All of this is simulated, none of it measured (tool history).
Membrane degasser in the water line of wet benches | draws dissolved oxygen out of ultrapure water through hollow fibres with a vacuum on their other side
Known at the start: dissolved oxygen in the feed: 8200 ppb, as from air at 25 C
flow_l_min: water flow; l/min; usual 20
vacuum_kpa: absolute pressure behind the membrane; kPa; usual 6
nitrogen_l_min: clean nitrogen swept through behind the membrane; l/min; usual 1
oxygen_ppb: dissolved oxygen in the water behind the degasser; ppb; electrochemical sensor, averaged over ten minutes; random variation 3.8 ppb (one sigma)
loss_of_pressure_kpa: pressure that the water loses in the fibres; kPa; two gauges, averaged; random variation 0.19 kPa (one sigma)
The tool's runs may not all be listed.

run 1 hour=0 | flow_l_min=20 vacuum_kpa=6 nitrogen_l_min=1 | oxygen_ppb=374.5 loss_of_pressure_kpa=38.51
run 2 hour=51.1 | flow_l_min=20 vacuum_kpa=6 nitrogen_l_min=1 | oxygen_ppb=375.8 loss_of_pressure_kpa=38.49
run 3 hour=106.7 | flow_l_min=20 vacuum_kpa=6 nitrogen_l_min=1 | oxygen_ppb=373.9 loss_of_pressure_kpa=38.66
run 4 hour=139.7 | flow_l_min=20 vacuum_kpa=6 nitrogen_l_min=1 | oxygen_ppb=380.5 loss_of_pressure_kpa=38.77
run 5 hour=185.3 | flow_l_min=20 vacuum_kpa=6 nitrogen_l_min=1 | oxygen_ppb=375.4 loss_of_pressure_kpa=38.87
run 6 hour=214.2 | flow_l_min=20 vacuum_kpa=6 nitrogen_l_min=1 | oxygen_ppb=378.3 loss_of_pressure_kpa=38.55
run 7 hour=239.4 | flow_l_min=17 vacuum_kpa=6 nitrogen_l_min=1 | oxygen_ppb=278.9 loss_of_pressure_kpa=33.17
run 8 hour=291 | flow_l_min=17 vacuum_kpa=6 nitrogen_l_min=1 | oxygen_ppb=278 loss_of_pressure_kpa=33.56
run 9 hour=317.6 | flow_l_min=17 vacuum_kpa=11.86 nitrogen_l_min=1 | oxygen_ppb=481.8 loss_of_pressure_kpa=33.11
run 10 hour=373.2 | flow_l_min=17 vacuum_kpa=11.86 nitrogen_l_min=1 | oxygen_ppb=480.4 loss_of_pressure_kpa=33.14
run 11 hour=411.9 | flow_l_min=17 vacuum_kpa=11.86 nitrogen_l_min=1 | oxygen_ppb=477.6 loss_of_pressure_kpa=33.56
run 12 hour=455.2 | flow_l_min=17 vacuum_kpa=11.86 nitrogen_l_min=1 | oxygen_ppb=477.7 loss_of_pressure_kpa=33.31
run 13 hour=510.2 | flow_l_min=17 vacuum_kpa=11.86 nitrogen_l_min=1 | oxygen_ppb=475.4 loss_of_pressure_kpa=33.68
run 14 hour=564 | flow_l_min=14 vacuum_kpa=4.66 nitrogen_l_min=1 | oxygen_ppb=143.6 loss_of_pressure_kpa=27.83
-- hour=596.8 gauge calibrated
run 15 hour=618.2 | flow_l_min=32 vacuum_kpa=4.66 nitrogen_l_min=0.64 | oxygen_ppb=799.3 loss_of_pressure_kpa=61.73
run 16 hour=643 | flow_l_min=32 vacuum_kpa=4.66 nitrogen_l_min=0.64 | oxygen_ppb=800.8 loss_of_pressure_kpa=61.61
run 17 hour=678.5 | flow_l_min=32 vacuum_kpa=4.66 nitrogen_l_min=0.67 | oxygen_ppb=803.2 loss_of_pressure_kpa=61.54
run 18 hour=729.7 | flow_l_min=20 vacuum_kpa=4.66 nitrogen_l_min=0.67 | oxygen_ppb=345.1 loss_of_pressure_kpa=38.77
run 19 hour=778.5 | flow_l_min=22 vacuum_kpa=5.46 nitrogen_l_min=0.41 | oxygen_ppb=530.3 loss_of_pressure_kpa=42.75
run 20 hour=807.9 | flow_l_min=22 vacuum_kpa=5.46 nitrogen_l_min=0.41 | oxygen_ppb=525.8 loss_of_pressure_kpa=42.49
run 21 hour=837.3 | flow_l_min=29 vacuum_kpa=4.2 nitrogen_l_min=1.88 | oxygen_ppb=608.3 loss_of_pressure_kpa=56.7
run 22 hour=888.4 | flow_l_min=20 vacuum_kpa=6 nitrogen_l_min=1.07 | oxygen_ppb=374.5 loss_of_pressure_kpa=39.14
run 23 hour=928.4 | flow_l_min=20 vacuum_kpa=4.1 nitrogen_l_min=0.59 | oxygen_ppb=314.9 loss_of_pressure_kpa=38.92

4 ways to go on from here, each from the tool as it stands after run 23. What would each give?
run A hour=977.5 | flow_l_min=15 vacuum_kpa=4.1 nitrogen_l_min=0.59 | oxygen_ppb=? loss_of_pressure_kpa=?
run B hour=977.5 | flow_l_min=20 vacuum_kpa=6 nitrogen_l_min=0.42 | oxygen_ppb=? loss_of_pressure_kpa=?
run C hour=977.5 | flow_l_min=19 vacuum_kpa=8.06 nitrogen_l_min=1.74 | oxygen_ppb=? loss_of_pressure_kpa=?
run D hour=977.5 | flow_l_min=20 vacuum_kpa=10.58 nitrogen_l_min=1.73 | oxygen_ppb=? loss_of_pressure_kpa=?

run=A oxygen_ppb=168.3 loss_of_pressure_kpa=29.47
run=B oxygen_ppb=503.5 loss_of_pressure_kpa=38.86
run=C oxygen_ppb=349.9 loss_of_pressure_kpa=37.07
run=D oxygen_ppb=437.6 loss_of_pressure_kpa=39.3
Without the tool's hidden state the same runs would have given:
run=A oxygen_ppb=168 loss_of_pressure_kpa=28.99
run=B oxygen_ppb=503.1 loss_of_pressure_kpa=38.22
run=C oxygen_ppb=349.5 loss_of_pressure_kpa=36.46
run=D oxygen_ppb=437.2 loss_of_pressure_kpa=38.65

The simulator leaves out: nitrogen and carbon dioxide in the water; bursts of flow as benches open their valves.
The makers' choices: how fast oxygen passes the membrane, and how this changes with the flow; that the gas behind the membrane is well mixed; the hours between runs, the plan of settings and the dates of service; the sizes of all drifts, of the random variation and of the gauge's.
